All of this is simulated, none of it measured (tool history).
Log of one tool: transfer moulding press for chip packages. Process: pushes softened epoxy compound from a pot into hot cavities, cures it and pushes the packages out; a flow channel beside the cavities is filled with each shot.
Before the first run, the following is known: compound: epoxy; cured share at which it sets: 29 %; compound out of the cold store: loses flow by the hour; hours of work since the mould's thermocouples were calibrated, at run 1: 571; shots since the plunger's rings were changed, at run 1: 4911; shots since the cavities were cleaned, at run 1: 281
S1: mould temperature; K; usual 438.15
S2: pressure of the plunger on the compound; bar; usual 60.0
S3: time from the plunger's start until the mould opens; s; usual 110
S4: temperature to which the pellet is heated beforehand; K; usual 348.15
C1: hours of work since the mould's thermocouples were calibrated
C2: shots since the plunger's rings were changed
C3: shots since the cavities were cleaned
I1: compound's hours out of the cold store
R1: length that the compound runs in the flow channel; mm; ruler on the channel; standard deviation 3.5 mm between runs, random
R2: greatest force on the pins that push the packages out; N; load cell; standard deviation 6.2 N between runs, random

Run 1, day 0.000: usual settings; C1 571; C2 4911; C3 281; I1 28.2. Result: R1 719 mm, R2 312 N.
Run 2, day 1.883: usual settings; C1 604; C2 5517; C3 887; I1 29.0. Result: R1 712 mm, R2 365 N.
At day 2.517: plunger's sealing rings changed.
At day 2.767: cavities cleaned with cleaning compound and waxed.
At day 3.825: mould's thermocouples calibrated.
Run 3, day 4.233: usual settings; C1 7; C2 505; C3 445; I1 44.8. Result: R1 725 mm, R2 331 N.
Run 4, day 6.083: usual settings but S2 51.4 bar; C1 40; C2 1101; C3 1041; I1 29.2. Result: R1 711 mm, R2 389 N.
At day 6.350: cavities cleaned with cleaning compound and waxed.
Run 5, day 8.338: usual settings but S1 444.15 K; C1 79; C2 1807; C3 640; I1 43.7. Result: R1 703 mm, R2 323 N.
At day 9.825: cavities cleaned with cleaning compound and waxed.
Run 6, day 11.083: usual settings but S1 444.15 K; C1 127; C2 2672; C3 405; I1 35.3. Result: R1 710 mm, R2 315 N.
At day 13.375: cavities cleaned with cleaning compound and waxed.
Run 7, day 14.004: usual settings but S1 445.15 K; C1 177; C2 3592; C3 202; I1 45.8. Result: R1 672 mm, R2 255 N.
Run 8, day 16.488: usual settings; C1 221; C2 4393; C3 1003; I1 17.6. Result: R1 751 mm, R2 393 N.
At day 16.929: cavities cleaned with cleaning compound and waxed.
Run 9, day 19.242: usual settings; C1 269; C2 5260; C3 745; I1 34.9. Result: R1 698 mm, R2 353 N.
At day 20.379: cavities cleaned with cleaning compound and waxed.
At day 20.650: plunger's sealing rings changed.
Run 10, day 22.062: usual settings; C1 316; C2 455; C3 510; I1 13.3. Result: R1 812 mm, R2 344 N.
At day 23.958: cavities cleaned with cleaning compound and waxed.
Run 11, day 24.675: usual settings; C1 361; C2 1276; C3 231; I1 45.3. Result: R1 714 mm, R2 298 N.
Run 12, day 26.154: usual settings but S3 142 s; C1 388; C2 1752; C3 707; I1 12.2. Result: R1 791 mm, R2 323 N.
At day 27.417: cavities cleaned with cleaning compound and waxed.
Run 13, day 28.658: usual settings but S2 48.8 bar, S3 142 s; C1 431; C2 2538; C3 399; I1 25.5. Result: R1 675 mm, R2 297 N.
Run 14, day 29.854: usual settings but S3 142 s; C1 452; C2 2924; C3 785; I1 27.5. Result: R1 732 mm, R2 335 N.
At day 31.000: cavities cleaned with cleaning compound and waxed.
Run 15, day 32.583: usual settings but S3 142 s; C1 500; C2 3783; C3 511; I1 46.1. Result: R1 687 mm, R2 302 N.
Run 16, day 34.312: usual settings but S3 142 s; C1 530; C2 4340; C3 1068; I1 42.4. Result: R1 687 mm, R2 352 N.
At day 34.646: cavities cleaned with cleaning compound and waxed.
Run 17, day 37.158: usual settings but S2 47.9 bar, S4 343.15 K; C1 580; C2 5236; C3 810; I1 8.3. Result: R1 682 mm, R2 381 N.
At day 38.146: cavities cleaned with cleaning compound and waxed.
At day 38.517: plunger's sealing rings changed.
Run 18, day 39.775: usual settings but S2 47.9 bar, S4 343.15 K; C1 623; C2 404; C3 491; I1 31.2. Result: R1 673 mm, R2 341 N.
At day 40.562: mould's thermocouples calibrated.
Run 19, day 41.258: usual settings but S1 439.15 K, S3 101 s; C1 12; C2 855; C3 942; I1 42.7. Result: R1 717 mm, R2 416 N.
At day 41.992: cavities cleaned with cleaning compound and waxed.
Run 20, day 43.121: usual settings but S1 437.15 K, S3 118 s, S4 339.15 K; C1 44; C2 1435; C3 363; I1 45.5. Result: R1 714 mm, R2 306 N.
Run 21, day 45.329: usual settings but S1 437.15 K, S3 118 s, S4 339.15 K; C1 83; C2 2147; C3 1075; I1 11.0. Result: R1 794 mm, R2 390 N.
At day 45.583: cavities cleaned with cleaning compound and waxed.
Run 22, day 46.692: usual settings but S1 439.15 K, S4 349.15 K; C1 107; C2 2564; C3 357; I1 33.1. Result: R1 726 mm, R2 314 N.
At day 49.167: cavities cleaned with cleaning compound and waxed.
Run 23, day 49.571: usual settings but S1 446.15 K, S2 51.6 bar, S4 349.15 K; C1 157; C2 3473; C3 131; I1 34.6. Result: R1 643 mm, R2 237 N.
Run 24, day 50.854: usual settings but S1 446.15 K, S2 51.6 bar, S4 349.15 K; C1 179; C2 3886; C3 544; I1 23.2. Result: R1 664 mm, R2 301 N.
Run 25, day 52.367: usual settings but S1 439.15 K, S3 122 s, S4 338.15 K; C1 206; C2 4373; C3 1031; I1 33.3. Result: R1 708 mm, R2 360 N.
At day 52.650: cavities cleaned with cleaning compound and waxed.
Run 26, day 53.617: usual settings but S1 439.15 K, S3 143 s, S4 338.15 K; C1 227; C2 4755; C3 311; I1 35.4. Result: R1 695 mm, R2 286 N.

Forecast each of these 5 alternatives for the next run:
At day 56.154: cavities cleaned with cleaning compound and waxed.
Run A, day 56.338: usual settings but S1 440.15 K, S3 143 s, S4 338.15 K; C1 274; C2 5611; C3 59; I1 37.4. Result: R1 ?, R2 ?.
At day 56.154: cavities cleaned with cleaning compound and waxed.
Run B, day 56.338: usual settings but S1 443.15 K, S3 133 s, S4 339.15 K; C1 274; C2 5611; C3 59; I1 24.6. Result: R1 ?, R2 ?.
At day 56.154: cavities cleaned with cleaning compound and waxed.
Run C, day 56.338: usual settings but S1 439.15 K, S3 142 s, S4 338.15 K; C1 274; C2 5611; C3 59; I1 20.9. Result: R1 ?, R2 ?.
At day 56.154: cavities cleaned with cleaning compound and waxed.
Run D, day 56.338: usual settings but S1 432.15 K, S2 49.2 bar, S3 99 s; C1 274; C2 5611; C3 59; I1 17.1. Result: R1 ?, R2 ?.
At day 56.154: cavities cleaned with cleaning compound and waxed.
Run E, day 56.338: usual settings but S1 430.15 K, S3 96 s, S4 347.15 K; C1 274; C2 5611; C3 59; I1 47.6. Result: R1 ?, R2 ?.

run   R1   R2
  A  677  227
  B  698  228
  C  723  233
  D  678  459
  E  677  510
Take away the tool's hidden state, keep each run's random variation, and the runs would have read:
run   R1   R2
  A  745  212
  B  768  213
  C  795  219
  D  745  438
  E  745  486
